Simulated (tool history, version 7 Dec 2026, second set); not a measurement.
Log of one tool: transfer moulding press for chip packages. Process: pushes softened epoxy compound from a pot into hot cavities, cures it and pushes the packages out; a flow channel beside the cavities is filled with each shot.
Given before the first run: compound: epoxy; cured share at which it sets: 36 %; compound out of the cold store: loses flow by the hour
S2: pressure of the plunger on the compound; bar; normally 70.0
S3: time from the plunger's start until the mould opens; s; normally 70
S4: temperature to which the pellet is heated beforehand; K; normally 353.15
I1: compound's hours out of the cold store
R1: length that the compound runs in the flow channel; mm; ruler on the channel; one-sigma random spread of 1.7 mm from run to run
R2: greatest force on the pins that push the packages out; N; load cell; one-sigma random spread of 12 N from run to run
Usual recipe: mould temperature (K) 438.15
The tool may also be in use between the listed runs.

Run 1, hour 0.0: usual settings; I1 35.8. Result: R1 884 mm, R2 768 N.
Run 2, hour 8.6: usual settings; I1 45.2. Result: R1 856 mm, R2 842 N.
Run 3, hour 16.3: usual settings; I1 23.9. Result: R1 904 mm, R2 835 N.
At hour 25.8: cavities cleaned with cleaning compound and waxed.
Run 4, hour 27.4: usual settings; I1 35.4. Result: R1 877 mm, R2 600 N.
Run 5, hour 37.0: usual settings; I1 21.2. Result: R1 907 mm, R2 725 N.
Run 6, hour 47.1: usual settings but S2 67.5 bar; I1 26.7. Result: R1 882 mm, R2 794 N.
Run 7, hour 52.5: usual settings but S2 67.5 bar; I1 19.5. Result: R1 892 mm, R2 815 N.
Run 8, hour 58.7: usual settings but S2 67.5 bar; I1 40.7. Result: R1 848 mm, R2 820 N.
Run 9, hour 67.7: usual settings but S2 67.5 bar; I1 30.5. Result: R1 871 mm, R2 898 N.
At hour 76.7: cavities cleaned with cleaning compound and waxed.
Run 10, hour 78.4: usual settings but S2 67.5 bar, S4 346.15 K; I1 33.3. Result: R1 861 mm, R2 629 N.
Run 11, hour 86.1: usual settings; I1 13.5. Result: R1 921 mm, R2 710 N.
Run 12, hour 92.6: usual settings but S2 61.3 bar; I1 8.8. Result: R1 870 mm, R2 762 N.
At hour 101.6: plunger's sealing rings changed.
Run 13, hour 103.3: usual settings; I1 9.3. Result: R1 972 mm, R2 809 N.
Run 14, hour 110.8: usual settings but mould temperature (K) 434.15; I1 44.2. Result: R1 902 mm, R2 1058 N.
Run 15, hour 118.3: usual settings but S3 68 s; I1 13.8. Result: R1 956 mm, R2 977 N.
Run 16, hour 128.0: usual settings but S3 57 s; I1 39.3. Result: R1 901 mm, R2 1616 N.
At hour 130.1: cavities cleaned with cleaning compound and waxed.
Run 17, hour 135.1: usual settings but mould temperature (K) 439.15, S3 51 s, S4 360.15 K; I1 21.3. Result: R1 931 mm, R2 1456 N.
Run 18, hour 144.5: usual settings but S2 64.5 bar, S3 103 s; I1 17.7. Result: R1 910 mm, R2 507 N.
Run 19, hour 148.7: usual settings but mould temperature (K) 444.15, S2 80.1 bar; I1 27.8. Result: R1 963 mm, R2 588 N.
Run 20, hour 157.7: usual settings but mould temperature (K) 442.15, S2 68.9 bar, S3 81 s; I1 12.4. Result: R1 932 mm, R2 583 N.
Run 21, hour 167.9: usual settings but mould temperature (K) 442.15, S2 68.9 bar, S3 81 s; I1 19.9. Result: R1 916 mm, R2 608 N.
Run 22, hour 173.2: usual settings but S2 68.3 bar, S3 52 s, S4 357.15 K; I1 42.2. Result: R1 873 mm, R2 1939 N.
Run 23, hour 178.9: usual settings but S2 80.5 bar, S3 52 s, S4 357.15 K; I1 42.0. Result: R1 948 mm, R2 2023 N.
At hour 180.9: cavities cleaned with cleaning compound and waxed.
Run 24, hour 186.8: usual settings but S2 80.5 bar, S3 52 s, S4 357.15 K; I1 35.2. Result: R1 965 mm, R2 1409 N.
Run 25, hour 193.3: usual settings but S2 80.5 bar, S3 52 s, S4 357.15 K; I1 26.7. Result: R1 985 mm, R2 1626 N.
Run 26, hour 197.8: usual settings but mould temperature (K) 442.15, S2 56.5 bar, S3 67 s; I1 21.4. Result: R1 824 mm, R2 647 N.
Run 27, hour 206.8: usual settings but mould temperature (K) 444.15, S2 62.1 bar, S3 92 s, S4 355.15 K; I1 17.3. Result: R1 865 mm, R2 552 N.
Run 28, hour 216.4: usual settings but mould temperature (K) 444.15, S2 62.1 bar, S3 92 s, S4 355.15 K; I1 15.1. Result: R1 869 mm, R2 581 N.

What if the next run were any one of these 3? Each begins from the tool's condition after run 28:
Run A, hour 223.5: usual settings but mould temperature (K) 434.15, S2 62.1 bar, S3 87 s, S4 345.15 K; I1 39.7. Result: R1 ?, R2 ?.
Run B, hour 223.5: usual settings but mould temperature (K) 435.15, S4 355.15 K; I1 8.9. Result: R1 ?, R2 ?.
Run C, hour 223.5: usual settings but mould temperature (K) 430.15, S2 62.1 bar, S3 92 s, S4 355.15 K; I1 20.7. Result: R1 ?, R2 ?.

run   R1    R2
  A  850   730
  B  968  1180
  C  904   863
Take away the tool's hidden state, keep each run's random variation, and the runs would have read:
run   R1   R2
  A  861  478
  B  981  758
  C  916  558

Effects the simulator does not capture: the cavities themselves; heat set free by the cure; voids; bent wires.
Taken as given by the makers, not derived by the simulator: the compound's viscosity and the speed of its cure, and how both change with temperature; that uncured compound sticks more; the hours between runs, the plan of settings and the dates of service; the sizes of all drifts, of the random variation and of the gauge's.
